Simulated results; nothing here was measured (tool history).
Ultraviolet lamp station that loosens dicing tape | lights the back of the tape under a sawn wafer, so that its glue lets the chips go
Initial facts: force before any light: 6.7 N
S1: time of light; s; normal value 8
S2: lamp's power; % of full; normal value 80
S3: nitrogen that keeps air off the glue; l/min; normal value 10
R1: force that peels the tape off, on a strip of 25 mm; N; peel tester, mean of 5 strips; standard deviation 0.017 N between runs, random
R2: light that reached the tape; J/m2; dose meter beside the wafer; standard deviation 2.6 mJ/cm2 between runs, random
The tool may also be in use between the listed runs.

run 1 day=0 | S1=8 S2=80 S3=10 | R1=0.822 R2=3290
run 2 day=1.754 | S1=8 S2=80 S3=10 | R1=0.826 R2=3340
run 3 day=4.238 | S1=8 S2=76 S3=10 | R1=0.908 R2=3180
-- day=5.842 window cleaned of glue's vapour
run 4 day=6.796 | S1=8 S2=64 S3=10 | R1=1.201 R2=2680
run 5 day=9.838 | S1=8 S2=64 S3=10 | R1=1.217 R2=2680
run 6 day=13.346 | S1=8 S2=64 S3=10 | R1=1.199 R2=2670
run 7 day=15.788 | S1=5 S2=80 S3=10 | R1=1.714 R2=2080
run 8 day=17.396 | S1=8 S2=80 S3=10 | R1=0.815 R2=3330
run 9 day=19.858 | S1=8 S2=75 S3=10 | R1=0.901 R2=3080
run 10 day=23.221 | S1=8 S2=75 S3=10 | R1=0.932 R2=3100
run 11 day=25.121 | S1=8 S2=75 S3=10 | R1=0.902 R2=3110
run 12 day=27.929 | S1=8 S2=96 S3=10 | R1=0.599 R2=3920
run 13 day=31.354 | S1=8 S2=68 S3=10 | R1=1.062 R2=2820
run 14 day=34.696 | S1=8 S2=77 S3=10 | R1=0.881 R2=3200
run 15 day=37.117 | S1=7 S2=81 S3=15 | R1=0.773 R2=2980
run 16 day=39.271 | S1=9 S2=98 S3=10 | R1=0.446 R2=4550
run 17 day=41.196 | S1=9 S2=98 S3=10 | R1=0.45 R2=4560
run 18 day=43.238 | S1=9 S2=77 S3=4 | R1=1.403 R2=3570
run 19 day=46.212 | S1=15 S2=77 S3=10 | R1=0.31 R2=5980
-- day=47.742 window cleaned of glue's vapour
run 20 day=47.742 | S1=11 S2=74 S3=7 | R1=0.701 R2=4180
run 21 day=50.6 | S1=6 S2=74 S3=20 | R1=1.002 R2=2320
run 22 day=52.292 | S1=13 S2=96 S3=16 | R1=0.234 R2=6510
run 23 day=54.904 | S1=9 S2=80 S3=10 | R1=0.667 R2=3740
run 24 day=57.038 | S1=4 S2=74 S3=10 | R1=2.42 R2=1550
run 25 day=59.996 | S1=4 S2=74 S3=10 | R1=2.392 R2=1500
run 26 day=63.392 | S1=15 S2=73 S3=16 | R1=0.251 R2=5670
run 27 day=65.971 | S1=7 S2=80 S3=20 | R1=0.666 R2=2920
run 28 day=69.446 | S1=11 S2=70 S3=16 | R1=0.433 R2=3990

Below, some changes in R2 between adjacent runs. For each, the amount present without the hidden state too (settings, incoming material, random variation) and the amount remaining for the hidden state with gauge scatter not shared by both compared results:
The tool's hidden condition here consists of: lamp's light, % of a new lamp's; light that the window lets through, % of a clean one's; drift of the gauge itself on peel_n, %; drift of the gauge itself on dose_mj_cm2, %.
Run 19 -> 20: S1 15 -> 11, S2 77 -> 74, S3 10 -> 7, window cleaned of glue's vapour. R2 -1800 J/m2: hidden state +20, all else -1820.
Run 21 -> 22: S1 6 -> 13, S2 74 -> 96, S3 20 -> 16. R2 +4190 J/m2: hidden state -20, all else +4210.
Run 25 -> 26: S1 4 -> 15, S2 74 -> 73, S3 10 -> 16. R2 +4170 J/m2: hidden state -20, all else +4190.
